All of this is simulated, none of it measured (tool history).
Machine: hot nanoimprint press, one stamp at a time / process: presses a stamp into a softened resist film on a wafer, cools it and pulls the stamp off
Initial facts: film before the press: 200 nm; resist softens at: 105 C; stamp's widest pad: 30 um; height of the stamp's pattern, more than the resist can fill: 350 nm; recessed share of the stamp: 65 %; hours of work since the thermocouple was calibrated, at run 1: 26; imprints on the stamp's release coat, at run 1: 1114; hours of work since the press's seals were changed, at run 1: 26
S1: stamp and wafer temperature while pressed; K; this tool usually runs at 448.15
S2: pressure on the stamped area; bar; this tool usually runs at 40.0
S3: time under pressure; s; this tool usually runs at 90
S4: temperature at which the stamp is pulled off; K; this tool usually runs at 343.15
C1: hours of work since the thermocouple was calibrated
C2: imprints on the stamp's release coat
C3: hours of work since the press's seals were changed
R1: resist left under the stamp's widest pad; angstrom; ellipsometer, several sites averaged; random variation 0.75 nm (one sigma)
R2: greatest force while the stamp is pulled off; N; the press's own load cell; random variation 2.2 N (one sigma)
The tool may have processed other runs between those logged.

Run 1, hour 0.0: usual settings; C1 26; C2 1114; C3 26. Result: R1 937 angstrom, R2 129 N.
Run 2, hour 23.3: usual settings but S4 348.15 K; C1 41; C2 1223; C3 41. Result: R1 918 angstrom, R2 123 N.
At hour 64.8: stamp cleaned and given a new release coat.
Run 3, hour 69.4: usual settings but S4 348.15 K; C1 66; C2 21; C3 66. Result: R1 950 angstrom, R2 96 N.
Run 4, hour 112.5: usual settings but S3 45 s, S4 348.15 K; C1 94; C2 224; C3 94. Result: R1 1170 angstrom, R2 100 N.
Run 5, hour 144.3: usual settings but S3 45 s, S4 348.15 K; C1 114; C2 373; C3 114. Result: R1 1153 angstrom, R2 101 N.
Run 6, hour 190.2: usual settings but S1 450.15 K; C1 143; C2 589; C3 143. Result: R1 877 angstrom, R2 108 N.
Run 7, hour 237.1: usual settings but S4 339.15 K; C1 173; C2 809; C3 173. Result: R1 935 angstrom, R2 124 N.
Run 8, hour 275.8: usual settings but S4 339.15 K; C1 197; C2 992; C3 197. Result: R1 955 angstrom, R2 123 N.
Run 9, hour 299.7: usual settings but S4 339.15 K; C1 212; C2 1104; C3 212. Result: R1 947 angstrom, R2 129 N.
Run 10, hour 349.3: usual settings; C1 244; C2 1337; C3 244. Result: R1 957 angstrom, R2 134 N.
At hour 365.3: stamp cleaned and given a new release coat.
Run 11, hour 381.6: usual settings but S3 49 s; C1 260; C2 77; C3 260. Result: R1 1150 angstrom, R2 97 N.
Run 12, hour 426.8: usual settings but S3 49 s; C1 289; C2 289; C3 289. Result: R1 1147 angstrom, R2 102 N.
Run 13, hour 455.2: usual settings but S3 49 s; C1 307; C2 423; C3 307. Result: R1 1173 angstrom, R2 109 N.
Run 14, hour 490.6: usual settings; C1 329; C2 589; C3 329. Result: R1 965 angstrom, R2 115 N.
Run 15, hour 511.5: usual settings; C1 343; C2 687; C3 343. Result: R1 956 angstrom, R2 119 N.
Run 16, hour 551.5: usual settings but S1 454.15 K, S2 43.7 bar, S4 345.15 K; C1 368; C2 875; C3 368. Result: R1 757 angstrom, R2 120 N.
Run 17, hour 592.2: usual settings but S1 451.15 K, S2 37.0 bar, S3 46 s, S4 336.15 K; C1 394; C2 1067; C3 394. Result: R1 1125 angstrom, R2 131 N.
Run 18, hour 638.6: usual settings but S1 458.15 K, S4 332.15 K; C1 423; C2 1285; C3 423. Result: R1 701 angstrom, R2 144 N.
At hour 645.2: plate thermocouple calibrated.
At hour 667.8: stamp cleaned and given a new release coat.
Run 19, hour 667.8: usual settings but S4 347.15 K; C1 10; C2 0; C3 436. Result: R1 933 angstrom, R2 93 N.
Run 20, hour 691.6: usual settings but S1 447.15 K, S2 41.7 bar, S3 93 s, S4 337.15 K; C1 26; C2 112; C3 451. Result: R1 934 angstrom, R2 105 N.
Run 21, hour 717.7: usual settings but S1 446.15 K, S2 51.8 bar, S3 60 s; C1 42; C2 235; C3 468. Result: R1 1003 angstrom, R2 102 N.
Run 22, hour 748.1: usual settings but S1 446.15 K, S2 51.8 bar, S3 60 s, S4 328.15 K; C1 61; C2 378; C3 487. Result: R1 1005 angstrom, R2 123 N.
Run 23, hour 782.4: usual settings but S1 446.15 K, S2 51.8 bar, S3 60 s, S4 328.15 K; C1 83; C2 539; C3 509. Result: R1 1027 angstrom, R2 125 N.
Run 24, hour 820.6: usual settings but S1 446.15 K, S2 51.8 bar, S3 60 s, S4 328.15 K; C1 107; C2 719; C3 533. Result: R1 1014 angstrom, R2 132 N.
Run 25, hour 859.6: usual settings but S1 446.15 K, S2 51.8 bar, S3 60 s, S4 328.15 K; C1 132; C2 902; C3 558. Result: R1 1028 angstrom, R2 139 N.
Run 26, hour 900.4: usual settings but S1 446.15 K, S2 51.8 bar, S3 60 s, S4 328.15 K; C1 158; C2 1094; C3 583. Result: R1 1018 angstrom, R2 145 N.
Run 27, hour 941.1: usual settings but S4 348.15 K; C1 184; C2 1285; C3 609. Result: R1 973 angstrom, R2 127 N.
At hour 968.5: stamp cleaned and given a new release coat.
Run 28, hour 968.5: usual settings but S2 58.3 bar, S3 110 s; C1 197; C2 0; C3 623. Result: R1 728 angstrom, R2 97 N.
Run 29, hour 1006.0: usual settings but S1 439.15 K, S3 59 s, S4 351.15 K; C1 221; C2 176; C3 647. Result: R1 1446 angstrom, R2 95 N.

Below are 4 alternative next runs, each starting from the tool's condition after run 29. Predict each:
Run A, hour 1052.9: usual settings but S1 458.15 K, S3 145 s; C1 251; C2 396; C3 676. Result: R1 ?, R2 ?.
Run B, hour 1052.9: usual settings but S1 446.15 K, S3 176 s; C1 251; C2 396; C3 676. Result: R1 ?, R2 ?.
Run C, hour 1052.9: usual settings but S2 25.5 bar, S3 146 s; C1 251; C2 396; C3 676. Result: R1 ?, R2 ?.
Run D, hour 1052.9: usual settings but S1 454.15 K, S2 26.1 bar; C1 251; C2 396; C3 676. Result: R1 ?, R2 ?.

run    R1   R2
  A   584  109
  B   840  110
  C  1027  109
  D   992  107
With the hidden condition removed and each run's random variation left untouched, the same runs would have given:
run   R1  R2
  A  562  99
  B  806  99
  C  992  98
  D  960  97

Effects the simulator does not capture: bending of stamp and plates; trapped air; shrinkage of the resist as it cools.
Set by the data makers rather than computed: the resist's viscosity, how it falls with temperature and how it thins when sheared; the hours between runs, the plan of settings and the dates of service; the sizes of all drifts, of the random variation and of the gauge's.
